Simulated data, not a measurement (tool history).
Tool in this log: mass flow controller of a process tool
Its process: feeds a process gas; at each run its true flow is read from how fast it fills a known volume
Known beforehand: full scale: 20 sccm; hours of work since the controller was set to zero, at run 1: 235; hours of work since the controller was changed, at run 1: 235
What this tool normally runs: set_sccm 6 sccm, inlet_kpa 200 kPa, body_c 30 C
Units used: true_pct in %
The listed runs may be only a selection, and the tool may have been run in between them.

| run | hour | set_sccm | inlet_kpa | body_c | hours of work since the controller was set to zero | hours of work since the controller was changed | true_pct |
|---|---|---|---|---|---|---|---|
| 1 | 0 | 6 | 200 | 30 | 235 | 235 | 98.25 |
| 2 | 92 | 6 | 200 | 30 | 269 | 269 | 98.3 |
| 3 | 259.9 | 6 | 276 | 30 | 331 | 331 | 98.94 |
| 4 | 341.9 | 6 | 276 | 30 | 362 | 362 | 98.84 |
| 5 | 521.9 | 18 | 200 | 30 | 428 | 428 | 100.01 |
| 6 | 633.9 | 2 | 200 | 30 | 470 | 470 | 98.48 |
| 7 | 744.7 | 2 | 200 | 30 | 511 | 511 | 98.36 |
| 8 | 913.1 | 3 | 200 | 30 | 574 | 574 | 98.25 |
| 9 | 1000.1 | 3 | 200 | 30 | 606 | 606 | 98.35 |
| 10 | 1102.5 | 6 | 200 | 36 | 644 | 644 | 99.02 |
| 11 | 1277.7 | 6 | 200 | 24 | 709 | 709 | 97.68 |
| 12 | 1360.5 | 6 | 200 | 24 | 740 | 740 | 97.71 |
| 13 | 1493.6 | 3 | 200 | 24 | 789 | 789 | 97.7 |
| 14 | 1655.4 | 3 | 191 | 24 | 849 | 849 | 97.62 |
| 15 | 1747.7 | 3 | 191 | 24 | 883 | 883 | 97.79 |
| 16 | 1912.1 | 3 | 191 | 24 | 944 | 944 | 97.71 |
| 17 | 2092.2 | 6 | 200 | 30 | 1011 | 1011 | 98.34 |
| 18 | 2227.8 | 6 | 145 | 30 | 1062 | 1062 | 97.99 |
| 19 | 2359.3 | 6 | 213 | 30 | 1110 | 1110 | 98.56 |
|  | 2371.9 | controller's zero set anew |
| 20 | 2500.8 | 6 | 213 | 30 | 48 | 1163 | 98.61 |
| 21 | 2637.2 | 6 | 200 | 27 | 98 | 1213 | 98.28 |
| 22 | 2734.6 | 6 | 200 | 27 | 135 | 1250 | 98.25 |
|  | 2848.2 | controller's zero set anew, once more |
| 23 | 2871.6 | 6 | 200 | 27 | 9 | 1300 | 97.5 |
| 24 | 3007.3 | 6 | 200 | 27 | 59 | 1351 | 97.53 |
| 25 | 3149.8 | 3 | 153 | 30 | 112 | 1404 | 97.25 |
| 26 | 3295.3 | 4 | 254 | 21 | 166 | 1458 | 97.14 |
| 27 | 3372.7 | 3 | 151 | 36 | 195 | 1486 | 97.81 |
| 28 | 3515.5 | 3 | 151 | 36 | 248 | 1539 | 97.76 |
| 29 | 3614.9 | 3 | 197 | 36 | 285 | 1576 | 98.31 |
| 30 | 3738 | 3 | 197 | 36 | 330 | 1622 | 98.21 |
| 31 | 3858.7 | 6 | 207 | 27 | 375 | 1667 | 97.68 |
| 32 | 3938.3 | 6 | 207 | 27 | 405 | 1696 | 97.65 |
| 33 | 4048.1 | 2 | 271 | 36 | 445 | 1737 | 99.05 |
| 34 | 4163.5 | 2 | 152 | 23 | 488 | 1780 | 96.79 |
| 35 | 4312.4 | 6 | 215 | 35 | 544 | 1835 | 98.62 |
| 36 | 4451.6 | 6 | 215 | 33 | 595 | 1887 | 98.3 |
| 37 | 4534.7 | 6 | 200 | 35 | 626 | 1918 | 98.45 |
| 38 | 4666.7 | 6 | 200 | 35 | 675 | 1967 | 98.44 |
| 39 | 4806.2 | 6 | 210 | 27 | 727 | 2018 | 97.63 |
| 40 | 4985.4 | 6 | 210 | 27 | 793 | 2085 | 97.6 |
| 41 | 5142.2 | 6 | 178 | 30 | 852 | 2143 | 97.74 |
| 42 | 5323.2 | 6 | 178 | 30 | 919 | 2210 | 97.84 |
| 43 | 5495 | 6 | 207 | 38 | 983 | 2274 | 98.74 |
| 44 | 5664.8 | 3 | 243 | 30 | 1046 | 2337 | 98.31 |
| 45 | 5745.2 | 8 | 219 | 30 | 1075 | 2367 | 98.16 |
| 46 | 5841.2 | 10 | 200 | 39 | 1111 | 2403 | 99.23 |
| 47 | 5925.6 | 10 | 200 | 39 | 1142 | 2434 | 99.36 |
| 48 | 6010.9 | 2 | 151 | 29 | 1174 | 2466 | 98.03 |

4 options for the next run, each taken on its own from the tool as it stands now. Forecast them:
| A | 6106.8 | 6 | 202 | 30 | 1210 | 2501 | ? |
| B | 6106.8 | 2 | 242 | 29 | 1210 | 2501 | ? |
| C | 6106.8 | 2 | 149 | 29 | 1210 | 2501 | ? |
| D | 6106.8 | 6 | 200 | 30 | 1210 | 2501 | ? |

| run | true_pct |
|---|---|
| A | 98 |
| B | 98.74 |
| C | 98.18 |
| D | 97.98 |
Take away the tool's hidden state, keep each run's random variation, and the runs would have read:
| run | true_pct |
|---|---|
| A | 98.25 |
| B | 97.77 |
| C | 97.21 |
| D | 98.23 |
